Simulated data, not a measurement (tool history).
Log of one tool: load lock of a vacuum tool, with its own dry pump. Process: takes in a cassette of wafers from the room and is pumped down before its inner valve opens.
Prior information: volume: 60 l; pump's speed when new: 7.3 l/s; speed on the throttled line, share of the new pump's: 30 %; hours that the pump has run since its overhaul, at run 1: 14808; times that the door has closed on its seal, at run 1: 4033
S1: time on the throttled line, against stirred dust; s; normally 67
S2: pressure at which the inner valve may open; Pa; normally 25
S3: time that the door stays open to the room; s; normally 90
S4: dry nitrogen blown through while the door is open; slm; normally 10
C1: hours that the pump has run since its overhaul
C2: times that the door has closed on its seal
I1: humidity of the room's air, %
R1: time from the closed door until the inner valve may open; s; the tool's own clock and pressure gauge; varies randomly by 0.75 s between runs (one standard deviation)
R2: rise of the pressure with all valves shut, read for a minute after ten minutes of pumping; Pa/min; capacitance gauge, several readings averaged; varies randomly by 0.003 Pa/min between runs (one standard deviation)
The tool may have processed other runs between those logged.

Run 1, day 0.000: usual settings; C1 14808; C2 4033; I1 43.1. Result: R1 123.0 s, R2 0.043 Pa/min.
Run 2, day 14.233: usual settings but S4 31 slm; C1 15150; C2 5147; I1 44.9. Result: R1 122.5 s, R2 0.038 Pa/min.
Run 3, day 34.554: usual settings but S4 31 slm; C1 15638; C2 6738; I1 46.3. Result: R1 122.7 s, R2 0.043 Pa/min.
Run 4, day 51.054: usual settings but S4 31 slm; C1 16034; C2 8030; I1 46.1. Result: R1 124.4 s, R2 0.047 Pa/min.
Run 5, day 62.050: usual settings but S4 31 slm; C1 16298; C2 8891; I1 43.5. Result: R1 123.3 s, R2 0.053 Pa/min.
Run 6, day 76.892: usual settings but S4 31 slm; C1 16654; C2 10053; I1 47.0. Result: R1 124.3 s, R2 0.066 Pa/min.
Run 7, day 99.283: usual settings but S4 31 slm; C1 17191; C2 11807; I1 44.5. Result: R1 124.2 s, R2 0.073 Pa/min.
Run 8, day 118.288: usual settings but S4 31 slm; C1 17647; C2 13294; I1 46.4. Result: R1 124.3 s, R2 0.079 Pa/min.
Run 9, day 138.992: usual settings but S4 31 slm; C1 18144; C2 14915; I1 42.6. Result: R1 124.0 s, R2 0.087 Pa/min.
Run 10, day 156.138: usual settings but S4 31 slm; C1 18556; C2 16258; I1 47.5. Result: R1 122.8 s, R2 0.102 Pa/min.
Run 11, day 176.362: usual settings; C1 19041; C2 17842; I1 44.3. Result: R1 125.1 s, R2 0.118 Pa/min.
Run 12, day 189.621: usual settings; C1 19359; C2 18879; I1 43.8. Result: R1 126.2 s, R2 0.132 Pa/min.
Run 13, day 205.304: usual settings; C1 19736; C2 20108; I1 43.5. Result: R1 125.4 s, R2 0.133 Pa/min.
Run 14, day 219.696: usual settings but S1 65 s, S2 24 Pa, S3 43 s, S4 9 slm; C1 20081; C2 21234; I1 41.2. Result: R1 125.7 s, R2 0.131 Pa/min.
Run 15, day 233.604: usual settings but S1 79 s, S3 77 s, S4 15 slm; C1 20415; C2 22323; I1 47.8. Result: R1 132.8 s, R2 0.154 Pa/min.
Run 16, day 244.954: usual settings but S1 61 s, S3 91 s, S4 25 slm; C1 20687; C2 23212; I1 47.6. Result: R1 123.2 s, R2 0.159 Pa/min.
Run 17, day 261.896: usual settings but S1 61 s, S2 23 Pa, S3 91 s, S4 9 slm; C1 21094; C2 24538; I1 45.7. Result: R1 123.7 s, R2 0.182 Pa/min.
Run 18, day 276.492: usual settings but S1 61 s, S2 23 Pa, S3 91 s, S4 9 slm; C1 21444; C2 25681; I1 44.8. Result: R1 123.0 s, R2 0.185 Pa/min.
Run 19, day 287.629: usual settings but S4 27 slm; C1 21712; C2 26553; I1 49.0. Result: R1 127.0 s, R2 0.180 Pa/min.
Run 20, day 306.425: usual settings but S1 70 s, S2 18 Pa, S4 18 slm; C1 22163; C2 28025; I1 45.7. Result: R1 131.6 s, R2 0.202 Pa/min.
Run 21, day 318.671: usual settings but S1 70 s, S2 18 Pa, S4 18 slm; C1 22456; C2 28984; I1 45.5. Result: R1 131.3 s, R2 0.210 Pa/min.
At day 327.792: dry pump taken out, an overhauled one fitted.
Run 22, day 336.033: usual settings but S1 70 s, S2 18 Pa, S4 18 slm; C1 198; C2 30324; I1 45.0. Result: R1 121.6 s, R2 0.222 Pa/min.
Run 23, day 354.538: usual settings but S1 53 s, S2 28 Pa, S4 5 slm; C1 642; C2 31772; I1 41.3. Result: R1 104.9 s, R2 0.246 Pa/min.
Run 24, day 364.867: usual settings but S3 136 s, S4 17 slm; C1 890; C2 32581; I1 46.5. Result: R1 115.0 s, R2 0.253 Pa/min.

Table of differences, measured result less the result of that run with no hidden state. Run-to-run variation is the same in both. Gauge scatter possibly is not:
Unlogged tool condition in this case: pump's speed, % of a new pump's; leak at the door's seal, Pa l/s; drift of the gauge itself on ready_s, %; drift of the gauge itself on rise_pa_min, %.
run     R1      R2
  1   +7.5  +0.017
  2   +7.7  +0.021
  3   +7.9  +0.028
  4   +8.3  +0.034
  5   +8.4  +0.038
  6   +8.6  +0.043
  7   +8.9  +0.054
  8   +9.2  +0.060
  9   +9.5  +0.074
 10   +9.7  +0.082
 11  +10.1  +0.094
 12  +10.3  +0.103
 13  +10.6  +0.110
 14  +11.2  +0.121
 15  +10.1  +0.130
 16  +11.6  +0.137
 17  +12.0  +0.148
 18  +12.3  +0.158
 19  +11.8  +0.162
 20  +12.5  +0.177
 21  +12.7  +0.186
 22   +0.9  +0.202
 23   +1.3  +0.212
 24   +1.1  +0.220
